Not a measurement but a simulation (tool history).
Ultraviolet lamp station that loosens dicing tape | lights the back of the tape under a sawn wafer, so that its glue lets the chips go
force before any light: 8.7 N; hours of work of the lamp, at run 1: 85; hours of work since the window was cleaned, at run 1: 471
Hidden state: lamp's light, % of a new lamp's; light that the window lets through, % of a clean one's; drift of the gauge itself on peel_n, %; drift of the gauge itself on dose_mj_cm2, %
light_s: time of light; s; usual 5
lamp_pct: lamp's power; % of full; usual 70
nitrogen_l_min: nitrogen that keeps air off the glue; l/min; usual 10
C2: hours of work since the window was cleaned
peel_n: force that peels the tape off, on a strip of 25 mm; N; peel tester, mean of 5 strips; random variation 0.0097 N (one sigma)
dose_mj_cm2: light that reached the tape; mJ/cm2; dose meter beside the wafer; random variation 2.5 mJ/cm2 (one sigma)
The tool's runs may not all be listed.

{"run": 1, "hour": 0.0, "light_s": 5, "lamp_pct": 70, "nitrogen_l_min": 10, "hours of work of the lamp": 85, "C2": 471, "peel_n": 0.592, "dose_mj_cm2": 239}
{"run": 2, "hour": 5.1, "light_s": 5, "lamp_pct": 70, "nitrogen_l_min": 10, "hours of work of the lamp": 88, "C2": 474, "peel_n": 0.609, "dose_mj_cm2": 243}
{"run": 3, "hour": 12.0, "light_s": 5, "lamp_pct": 67, "nitrogen_l_min": 10, "hours of work of the lamp": 92, "C2": 478, "peel_n": 0.655, "dose_mj_cm2": 227}
{"run": 4, "hour": 17.6, "light_s": 5, "lamp_pct": 67, "nitrogen_l_min": 10, "hours of work of the lamp": 95, "C2": 481, "peel_n": 0.637, "dose_mj_cm2": 234}
{"run": 5, "hour": 22.2, "light_s": 5, "lamp_pct": 70, "nitrogen_l_min": 10, "hours of work of the lamp": 97, "C2": 483, "peel_n": 0.611, "dose_mj_cm2": 238}
{"run": 6, "hour": 30.5, "light_s": 5, "lamp_pct": 70, "nitrogen_l_min": 10, "hours of work of the lamp": 102, "C2": 488, "peel_n": 0.607, "dose_mj_cm2": 238}
{"run": 7, "hour": 39.1, "light_s": 5, "lamp_pct": 70, "nitrogen_l_min": 10, "hours of work of the lamp": 107, "C2": 493, "peel_n": 0.625, "dose_mj_cm2": 238}
{"run": 8, "hour": 45.8, "light_s": 5, "lamp_pct": 70, "nitrogen_l_min": 10, "hours of work of the lamp": 110, "C2": 496, "peel_n": 0.617, "dose_mj_cm2": 237}
{"run": 9, "hour": 50.6, "light_s": 5, "lamp_pct": 70, "nitrogen_l_min": 15, "hours of work of the lamp": 113, "C2": 499, "peel_n": 0.416, "dose_mj_cm2": 239}
{"run": 10, "hour": 60.1, "light_s": 5, "lamp_pct": 70, "nitrogen_l_min": 15, "hours of work of the lamp": 118, "C2": 504, "peel_n": 0.447, "dose_mj_cm2": 237}
{"run": 11, "hour": 65.6, "light_s": 5, "lamp_pct": 70, "nitrogen_l_min": 7, "hours of work of the lamp": 121, "C2": 507, "peel_n": 0.851, "dose_mj_cm2": 236}
{"run": 12, "hour": 73.9, "light_s": 5, "lamp_pct": 70, "nitrogen_l_min": 3, "hours of work of the lamp": 125, "C2": 511, "peel_n": 1.638, "dose_mj_cm2": 234}
{"run": 13, "hour": 81.2, "light_s": 5, "lamp_pct": 70, "nitrogen_l_min": 3, "hours of work of the lamp": 129, "C2": 515, "peel_n": 1.704, "dose_mj_cm2": 235}
{"hour": 86.8, "done": "window cleaned of glue's vapour"}
{"run": 14, "hour": 91.4, "light_s": 5, "lamp_pct": 70, "nitrogen_l_min": 10, "hours of work of the lamp": 135, "C2": 2, "peel_n": 0.694, "dose_mj_cm2": 231}
{"run": 15, "hour": 98.0, "light_s": 5, "lamp_pct": 70, "nitrogen_l_min": 10, "hours of work of the lamp": 138, "C2": 6, "peel_n": 0.649, "dose_mj_cm2": 230}
{"run": 16, "hour": 106.9, "light_s": 5, "lamp_pct": 70, "nitrogen_l_min": 10, "hours of work of the lamp": 143, "C2": 11, "peel_n": 0.664, "dose_mj_cm2": 227}
{"run": 17, "hour": 111.3, "light_s": 5, "lamp_pct": 70, "nitrogen_l_min": 10, "hours of work of the lamp": 146, "C2": 13, "peel_n": 0.702, "dose_mj_cm2": 227}
{"run": 18, "hour": 115.9, "light_s": 5, "lamp_pct": 70, "nitrogen_l_min": 10, "hours of work of the lamp": 148, "C2": 16, "peel_n": 0.69, "dose_mj_cm2": 227}
{"hour": 119.6, "done": "window cleaned of glue's vapour, once more"}
{"run": 19, "hour": 120.9, "light_s": 5, "lamp_pct": 70, "nitrogen_l_min": 10, "hours of work of the lamp": 151, "C2": 1, "peel_n": 0.449, "dose_mj_cm2": 274}
{"run": 20, "hour": 126.3, "light_s": 8, "lamp_pct": 70, "nitrogen_l_min": 10, "hours of work of the lamp": 153, "C2": 4, "peel_n": 0.193, "dose_mj_cm2": 442}
{"run": 21, "hour": 131.9, "light_s": 5, "lamp_pct": 70, "nitrogen_l_min": 16, "hours of work of the lamp": 157, "C2": 7, "peel_n": 0.308, "dose_mj_cm2": 272}
{"run": 22, "hour": 138.9, "light_s": 5, "lamp_pct": 70, "nitrogen_l_min": 10, "hours of work of the lamp": 160, "C2": 10, "peel_n": 0.446, "dose_mj_cm2": 276}
{"run": 23, "hour": 147.4, "light_s": 4, "lamp_pct": 70, "nitrogen_l_min": 10, "hours of work of the lamp": 165, "C2": 15, "peel_n": 0.77, "dose_mj_cm2": 217}
{"run": 24, "hour": 155.5, "light_s": 8, "lamp_pct": 70, "nitrogen_l_min": 18, "hours of work of the lamp": 169, "C2": 19, "peel_n": 0.156, "dose_mj_cm2": 439}
{"run": 25, "hour": 163.2, "light_s": 5, "lamp_pct": 61, "nitrogen_l_min": 10, "hours of work of the lamp": 174, "C2": 24, "peel_n": 0.641, "dose_mj_cm2": 235}
{"run": 26, "hour": 168.5, "light_s": 5, "lamp_pct": 61, "nitrogen_l_min": 10, "hours of work of the lamp": 176, "C2": 27, "peel_n": 0.641, "dose_mj_cm2": 238}
{"run": 27, "hour": 177.6, "light_s": 7, "lamp_pct": 64, "nitrogen_l_min": 10, "hours of work of the lamp": 181, "C2": 32, "peel_n": 0.275, "dose_mj_cm2": 346}
{"run": 28, "hour": 188.0, "light_s": 5, "lamp_pct": 68, "nitrogen_l_min": 7, "hours of work of the lamp": 187, "C2": 37, "peel_n": 0.681, "dose_mj_cm2": 261}
{"run": 29, "hour": 193.5, "light_s": 5, "lamp_pct": 68, "nitrogen_l_min": 7, "hours of work of the lamp": 190, "C2": 40, "peel_n": 0.697, "dose_mj_cm2": 265}
{"run": 30, "hour": 201.7, "light_s": 5, "lamp_pct": 68, "nitrogen_l_min": 7, "hours of work of the lamp": 194, "C2": 45, "peel_n": 0.693, "dose_mj_cm2": 261}
{"run": 31, "hour": 208.6, "light_s": 8, "lamp_pct": 78, "nitrogen_l_min": 11, "hours of work of the lamp": 198, "C2": 48, "peel_n": 0.168, "dose_mj_cm2": 484}
{"run": 32, "hour": 219.1, "light_s": 5, "lamp_pct": 89, "nitrogen_l_min": 10, "hours of work of the lamp": 204, "C2": 54, "peel_n": 0.286, "dose_mj_cm2": 341}
{"run": 33, "hour": 228.2, "light_s": 3, "lamp_pct": 93, "nitrogen_l_min": 4, "hours of work of the lamp": 209, "C2": 59, "peel_n": 1.58, "dose_mj_cm2": 213}
{"run": 34, "hour": 235.9, "light_s": 3, "lamp_pct": 93, "nitrogen_l_min": 4, "hours of work of the lamp": 213, "C2": 63, "peel_n": 1.627, "dose_mj_cm2": 213}
{"run": 35, "hour": 241.3, "light_s": 6, "lamp_pct": 70, "nitrogen_l_min": 9, "hours of work of the lamp": 216, "C2": 66, "peel_n": 0.345, "dose_mj_cm2": 321}
{"run": 36, "hour": 251.3, "light_s": 6, "lamp_pct": 70, "nitrogen_l_min": 9, "hours of work of the lamp": 221, "C2": 72, "peel_n": 0.359, "dose_mj_cm2": 320}
{"run": 37, "hour": 260.0, "light_s": 3, "lamp_pct": 64, "nitrogen_l_min": 7, "hours of work of the lamp": 226, "C2": 76, "peel_n": 2.015, "dose_mj_cm2": 145}
{"run": 38, "hour": 268.9, "light_s": 3, "lamp_pct": 86, "nitrogen_l_min": 11, "hours of work of the lamp": 231, "C2": 81, "peel_n": 0.862, "dose_mj_cm2": 198}
{"run": 39, "hour": 275.4, "light_s": 2, "lamp_pct": 68, "nitrogen_l_min": 10, "hours of work of the lamp": 234, "C2": 85, "peel_n": 2.596, "dose_mj_cm2": 106}
{"run": 40, "hour": 279.9, "light_s": 5, "lamp_pct": 71, "nitrogen_l_min": 10, "hours of work of the lamp": 237, "C2": 87, "peel_n": 0.478, "dose_mj_cm2": 271}
{"run": 41, "hour": 287.7, "light_s": 5, "lamp_pct": 70, "nitrogen_l_min": 10, "hours of work of the lamp": 241, "C2": 91, "peel_n": 0.506, "dose_mj_cm2": 264}
{"run": 42, "hour": 297.4, "light_s": 5, "lamp_pct": 70, "nitrogen_l_min": 10, "hours of work of the lamp": 246, "C2": 97, "peel_n": 0.482, "dose_mj_cm2": 264}
{"run": 43, "hour": 307.8, "light_s": 2, "lamp_pct": 78, "nitrogen_l_min": 5, "hours of work of the lamp": 252, "C2": 102, "peel_n": 3.125, "dose_mj_cm2": 116}
{"run": 44, "hour": 312.8, "light_s": 4, "lamp_pct": 70, "nitrogen_l_min": 6, "hours of work of the lamp": 255, "C2": 105, "peel_n": 1.192, "dose_mj_cm2": 211}

3 ways to go on from here, each from the tool as it stands after run 44. What would each give?
{"run": "A", "hour": 321.3, "light_s": 6, "lamp_pct": 70, "nitrogen_l_min": 6, "hours of work of the lamp": 259, "C2": 110, "peel_n": "?", "dose_mj_cm2": "?"}
{"run": "B", "hour": 321.3, "light_s": 4, "lamp_pct": 89, "nitrogen_l_min": 16, "hours of work of the lamp": 259, "C2": 110, "peel_n": "?", "dose_mj_cm2": "?"}
{"run": "C", "hour": 321.3, "light_s": 2, "lamp_pct": 80, "nitrogen_l_min": 12, "hours of work of the lamp": 259, "C2": 110, "peel_n": "?", "dose_mj_cm2": "?"}

run=A peel_n=0.532 dose_mj_cm2=316
run=B peel_n=0.341 dose_mj_cm2=268
run=C peel_n=1.954 dose_mj_cm2=117
Without the tool's hidden state the same runs would have given:
run=A peel_n=0.44 dose_mj_cm2=345
run=B peel_n=0.287 dose_mj_cm2=292
run=C peel_n=1.717 dose_mj_cm2=128
